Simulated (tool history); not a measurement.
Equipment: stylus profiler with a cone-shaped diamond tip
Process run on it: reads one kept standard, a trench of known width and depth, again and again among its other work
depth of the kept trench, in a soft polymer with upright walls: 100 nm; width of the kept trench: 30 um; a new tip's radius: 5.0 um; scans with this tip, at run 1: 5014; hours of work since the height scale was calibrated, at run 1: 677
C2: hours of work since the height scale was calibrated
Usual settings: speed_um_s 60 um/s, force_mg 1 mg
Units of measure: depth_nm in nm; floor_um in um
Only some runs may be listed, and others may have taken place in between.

Run 1, hour 0: usual settings; scans with this tip 5014; C2 677. Result: depth_nm 100.93 nm, floor_um 27.29 um.
Run 2, hour 63.5: usual settings but speed_um_s 138 um/s; scans with this tip 5311; C2 717. Result: depth_nm 100.93 nm, floor_um 26.58 um.
Run 3, hour 144.5: usual settings but speed_um_s 138 um/s; scans with this tip 5690; C2 768. Result: depth_nm 100.93 nm, floor_um 26.53 um.
Run 4, hour 217.5: usual settings but speed_um_s 138 um/s; scans with this tip 6031; C2 814. Result: depth_nm 100.96 nm, floor_um 26.48 um.
Run 5, hour 269.7: usual settings but speed_um_s 138 um/s; scans with this tip 6275; C2 847. Result: depth_nm 100.97 nm, floor_um 26.56 um.
Run 6, hour 349.8: usual settings but speed_um_s 138 um/s; scans with this tip 6650; C2 898. Result: depth_nm 100.95 nm, floor_um 26.51 um.
At hour 356.9: height scale calibrated on a step standard.
Run 7, hour 400.4: usual settings but speed_um_s 18 um/s; scans with this tip 6884; C2 27. Result: depth_nm 101.07 nm, floor_um 27.53 um.
Run 8, hour 457.2: usual settings but speed_um_s 18 um/s; scans with this tip 7149; C2 63. Result: depth_nm 101.04 nm, floor_um 27.52 um.
Run 9, hour 496.7: usual settings but speed_um_s 18 um/s; scans with this tip 7334; C2 88. Result: depth_nm 101.09 nm, floor_um 27.5 um.
Run 10, hour 563.2: usual settings; scans with this tip 7645; C2 130. Result: depth_nm 101.1 nm, floor_um 27.16 um.
Run 11, hour 608.6: usual settings but speed_um_s 30 um/s, force_mg 1.3 mg; scans with this tip 7857; C2 159. Result: depth_nm 101.24 nm, floor_um 27.43 um.
Run 12, hour 686.1: usual settings but speed_um_s 81 um/s, force_mg 1.44 mg; scans with this tip 8219; C2 208. Result: depth_nm 101.32 nm, floor_um 27.01 um.
Run 13, hour 733.4: usual settings but speed_um_s 32 um/s, force_mg 2.72 mg; scans with this tip 8441; C2 238. Result: depth_nm 101.89 nm, floor_um 27.45 um.
Run 14, hour 807.2: usual settings but speed_um_s 71 um/s, force_mg 0.59 mg; scans with this tip 8786; C2 284. Result: depth_nm 100.89 nm, floor_um 26.84 um.
At hour 813.8: height scale calibrated on a step standard, once more.
Run 15, hour 859.9: usual settings but speed_um_s 71 um/s, force_mg 0.59 mg; scans with this tip 9030; C2 29. Result: depth_nm 100.62 nm, floor_um 26.74 um.
Run 16, hour 931.4: usual settings but speed_um_s 71 um/s, force_mg 0.59 mg; scans with this tip 9364; C2 74. Result: depth_nm 100.66 nm, floor_um 26.75 um.
Run 17, hour 969.2: usual settings but speed_um_s 95 um/s, force_mg 1.07 mg; scans with this tip 9541; C2 98. Result: depth_nm 100.92 nm, floor_um 26.78 um.
Run 18, hour 1009.7: usual settings but force_mg 0.35 mg; scans with this tip 9730; C2 124. Result: depth_nm 100.43 nm, floor_um 26.68 um.
Run 19, hour 1078.8: usual settings but speed_um_s 16 um/s, force_mg 0.36 mg; scans with this tip 10054; C2 167. Result: depth_nm 100.45 nm, floor_um 27.31 um.

Had the tool no unlogged condition, and each run kept its random variation, what would the results have been?
The tool's hidden condition here consists of: radius of the tip, um; height scale over the true one, %; drift of the gauge itself on depth_nm, %; drift of the gauge itself on floor_um, %.
run  depth_nm  floor_um
  1    100.83     27.51
  2    100.82     26.81
  3    100.82     26.79
  4    100.83     26.75
  5    100.84     26.84
  6    100.81     26.81
  7    100.83     27.84
  8    100.79     27.84
  9    100.83     27.84
 10    100.84     27.51
 11    100.97     27.79
 12    101.04     27.38
 13     101.6     27.83
 14     100.6     27.25
 15     100.6     27.16
 16    100.63     27.18
 17    100.88     27.22
 18    100.39     27.12
 19     100.4     27.77
